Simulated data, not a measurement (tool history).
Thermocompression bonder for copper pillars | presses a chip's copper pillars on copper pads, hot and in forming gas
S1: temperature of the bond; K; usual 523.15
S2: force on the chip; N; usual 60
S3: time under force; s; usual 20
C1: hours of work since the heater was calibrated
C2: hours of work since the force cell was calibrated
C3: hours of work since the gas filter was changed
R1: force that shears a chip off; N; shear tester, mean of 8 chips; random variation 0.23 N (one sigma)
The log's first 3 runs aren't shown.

Run 4, day 2.858: usual settings but S2 56 N; C1 884; C2 32; C3 49. Result: R1 29.5 N.
Run 5, day 3.533: usual settings but S2 56 N; C1 891; C2 39; C3 56. Result: R1 29.9 N.
Run 6, day 4.554: usual settings but S2 56 N; C1 902; C2 50; C3 67. Result: R1 28.9 N.
Run 7, day 5.592: usual settings; C1 913; C2 61; C3 78. Result: R1 31.6 N.
At day 6.4: heater calibrated with a thermocouple chip.
Run 8, day 6.683: usual settings; C1 3; C2 71; C3 89. Result: R1 32.6 N.
Run 9, day 7.817: usual settings; C1 15; C2 83; C3 101. Result: R1 32.1 N.
Run 10, day 8.967: usual settings; C1 27; C2 96; C3 113. Result: R1 32.2 N.
Run 11, day 9.921: usual settings; C1 37; C2 106; C3 123. Result: R1 31.9 N.
Run 12, day 10.962: usual settings; C1 48; C2 117; C3 134. Result: R1 32.1 N.
Run 13, day 11.883: usual settings but S3 40 s; C1 58; C2 127; C3 144. Result: R1 40.8 N.
Run 14, day 12.496: usual settings but S1 543.15 K; C1 65; C2 133; C3 150. Result: R1 39.4 N.
At day 12.821: forming gas filter changed.
Run 15, day 13.65: usual settings but S1 543.15 K; C1 77; C2 145; C3 9. Result: R1 42.9 N.
Run 16, day 14.304: usual settings but S1 543.15 K, S2 65 N; C1 84; C2 152; C3 16. Result: R1 45.6 N.
Run 17, day 15.442: usual settings but S3 13 s; C1 96; C2 164; C3 28. Result: R1 28.3 N.
Run 18, day 16.029: usual settings; C1 102; C2 170; C3 34. Result: R1 33.4 N.
Run 19, day 17.242: usual settings but S1 511.15 K, S3 23 s; C1 115; C2 183; C3 47. Result: R1 30.2 N.
Run 20, day 17.783: usual settings but S1 511.15 K, S2 49 N, S3 12 s; C1 121; C2 189; C3 53. Result: R1 17.8 N.
Run 21, day 18.921: usual settings but S1 511.15 K, S2 49 N, S3 12 s; C1 133; C2 201; C3 65. Result: R1 18.2 N.
Run 22, day 20.108: usual settings but S1 546.15 K, S2 55 N, S3 14 s; C1 145; C2 214; C3 77. Result: R1 34.2 N.

The next listed run, before its measurement:
Run 23, day 20.796: usual settings but S1 519.15 K, S2 79 N, S3 22 s; C1 153; C2 221; C3 85. Result: R1 ?.

{"run 23": {"R1": 42.8}}
Without the tool's hidden state the same run would have given R1 45.3 N.
